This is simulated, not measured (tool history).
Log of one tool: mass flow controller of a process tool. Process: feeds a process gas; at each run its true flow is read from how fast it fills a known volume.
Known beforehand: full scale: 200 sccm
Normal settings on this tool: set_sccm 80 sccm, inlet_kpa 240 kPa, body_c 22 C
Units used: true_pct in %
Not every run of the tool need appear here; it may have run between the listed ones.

| run | day | set_sccm | inlet_kpa | body_c | true_pct |
|---|---|---|---|---|---|
| 1 | 0 | 80 | 240 | 22 | 98.91 |
| 2 | 2.817 | 80 | 154 | 22 | 99.42 |
| 3 | 5.162 | 80 | 154 | 28 | 100.21 |
| 4 | 9.579 | 39 | 240 | 22 | 97.64 |
| 5 | 11.662 | 92 | 240 | 22 | 99.09 |
| 6 | 14.804 | 80 | 240 | 22 | 98.8 |
| 7 | 18.388 | 80 | 240 | 22 | 98.86 |
| 8 | 21.579 | 80 | 240 | 22 | 98.87 |
| 9 | 26.367 | 80 | 240 | 22 | 98.84 |
| 10 | 30.042 | 59 | 240 | 22 | 98.27 |
| 11 | 33.138 | 59 | 240 | 22 | 98.28 |
| 12 | 38.033 | 59 | 240 | 22 | 98.41 |
| 13 | 41.554 | 59 | 240 | 22 | 98.21 |
| 14 | 44.317 | 80 | 240 | 27 | 99.22 |
| 15 | 47.858 | 80 | 240 | 27 | 99.23 |
| 16 | 51.446 | 80 | 240 | 27 | 99.24 |
| 17 | 56.025 | 80 | 240 | 22 | 98.62 |
| 18 | 61.017 | 80 | 269 | 22 | 98.36 |
| 19 | 65.55 | 57 | 240 | 25 | 98.49 |

Expected results for the next run?
| 20 | 70.329 | 76 | 229 | 35 | ? |

{"run 20": {"true_pct": 100}}
If the tool had no hidden condition, the same run with the same run-to-run variation would have returned true_pct 100.58 %.

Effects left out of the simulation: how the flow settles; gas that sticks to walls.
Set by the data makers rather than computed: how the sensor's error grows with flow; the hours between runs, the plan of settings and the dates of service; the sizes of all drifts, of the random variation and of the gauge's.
